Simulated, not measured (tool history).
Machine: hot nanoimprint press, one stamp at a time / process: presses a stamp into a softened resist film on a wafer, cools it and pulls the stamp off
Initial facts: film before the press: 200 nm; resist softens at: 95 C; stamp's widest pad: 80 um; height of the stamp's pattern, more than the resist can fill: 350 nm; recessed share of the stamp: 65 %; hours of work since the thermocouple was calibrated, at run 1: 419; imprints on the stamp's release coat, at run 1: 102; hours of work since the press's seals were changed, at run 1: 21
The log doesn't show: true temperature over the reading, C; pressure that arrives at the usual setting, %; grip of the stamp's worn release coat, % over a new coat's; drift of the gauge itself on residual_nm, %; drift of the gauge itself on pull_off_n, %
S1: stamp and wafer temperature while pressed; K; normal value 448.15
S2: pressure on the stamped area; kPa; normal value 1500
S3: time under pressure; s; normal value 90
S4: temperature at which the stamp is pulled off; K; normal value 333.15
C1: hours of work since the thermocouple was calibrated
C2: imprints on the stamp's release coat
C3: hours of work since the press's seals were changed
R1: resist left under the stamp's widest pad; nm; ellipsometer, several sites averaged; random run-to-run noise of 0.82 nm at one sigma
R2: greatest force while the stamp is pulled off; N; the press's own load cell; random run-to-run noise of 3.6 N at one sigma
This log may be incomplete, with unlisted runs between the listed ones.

run	day	S1	S2	S3	S4	C1	C2	C3	R1	R2
1	0	448.15	1500	90	333.15	419	102	21	110	183
2	1.567	448.15	1500	90	333.15	448	245	49	112.5	186
3	3.388	448.15	1500	90	333.15	482	412	83	112.4	191
4	5.617	448.15	1500	90	339.15	523	616	124	113.8	190
5	7.942	448.15	1500	90	339.15	566	829	167	113.1	199
# day 8.867: plate thermocouple calibrated
6	9.988	448.15	1500	90	339.15	21	1005	202	115	202
# day 11.888: stamp cleaned and given a new release coat
7	11.958	448.15	1500	90	333.15	52	6	234	116	184
8	13.071	440.15	1020	47	319.15	73	108	255	177.1	213
9	15.658	446.15	1500	90	333.15	121	345	302	125.3	203
10	17.517	446.15	1500	90	340.15	155	516	337	124.2	184
11	19.029	448.15	1670	47	333.15	183	654	364	137.2	204
12	21.079	448.15	1670	47	333.15	220	842	402	136.2	218
# day 21.733: plate thermocouple calibrated, once more
13	23.354	459.15	1740	123	330.15	30	1039	442	56.6	222

Some steps in R1 between neighbouring runs. How much of each would the tool show without its hidden state too (settings, what came in, random variation), and how much is left for the hidden state, with any gauge scatter that isn't in both results?
Run 12 -> 13: S1 448.15 -> 459.15, S2 1670 -> 1740, S3 47 -> 123, S4 333.15 -> 330.15, plate thermocouple calibrated, once more. R1 -79.6 nm: hidden state -8.6, all else -71.
